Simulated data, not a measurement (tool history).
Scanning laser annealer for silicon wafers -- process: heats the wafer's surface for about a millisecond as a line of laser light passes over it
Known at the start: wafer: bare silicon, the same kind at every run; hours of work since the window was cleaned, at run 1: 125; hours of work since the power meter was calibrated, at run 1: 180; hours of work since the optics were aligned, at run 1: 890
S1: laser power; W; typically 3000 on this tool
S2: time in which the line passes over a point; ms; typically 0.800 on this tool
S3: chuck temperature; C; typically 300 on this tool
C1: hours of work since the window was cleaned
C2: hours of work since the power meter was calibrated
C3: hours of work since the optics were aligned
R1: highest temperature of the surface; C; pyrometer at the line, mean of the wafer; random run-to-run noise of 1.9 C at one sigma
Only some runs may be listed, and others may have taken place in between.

run	day	S1	S2	S3	C1	C2	C3	R1
1	0.000	3000	0.800	300	125	180	890	1104
2	0.338	3065	0.800	300	130	185	895	1119
3	0.833	3000	0.800	267	137	192	903	1068
4	1.125	3000	0.800	267	142	196	907	1064
5	1.388	3000	0.800	267	146	200	911	1063
6	1.792	3000	0.800	332	152	206	917	1130
7	2.192	3000	0.800	332	157	212	923	1129
8	2.496	3000	0.800	332	162	217	927	1128
9	2.883	3155	0.800	300	168	223	933	1136
10	3.271	3155	0.800	300	173	228	939	1134
11	3.762	3155	0.800	300	181	236	946	1134
12	3.992	3155	0.800	300	184	239	950	1133
13	4.333	2749	0.759	300	189	244	955	1012
14	4.612	2552	0.759	300	193	248	959	966
# day 4.742: window over the wafer cleaned
15	4.929	2869	0.821	304	3	252	962	1067
16	5.204	2658	0.904	300	7	256	966	1049
17	5.575	3231	0.800	339	12	261	972	1177
18	6.079	3231	0.800	339	20	269	979	1174
19	6.562	3231	0.800	339	27	276	986	1173
# day 6.925: window over the wafer cleaned, once more
20	7.025	3231	0.800	339	2	282	992	1206
21	7.267	3007	0.800	330	5	285	996	1144
22	7.717	3007	0.955	330	12	292	1002	1227
23	8.217	2859	0.562	309	19	299	1010	946

Alternative continuations, all from the tool just after run 23; predict every row:
A	8.658	3074	0.742	272	26	306	1016	?
B	8.658	3133	0.630	309	26	306	1016	?
C	8.658	3160	0.608	326	26	306	1016	?
D	8.658	2859	0.562	309	26	306	1016	?

run	R1
A	1068
B	1048
C	1051
D	945
The same runs, with their run-to-run variation unchanged, on a tool lacking any hidden condition would have given:
run	R1
A	1077
B	1056
C	1060
D	952
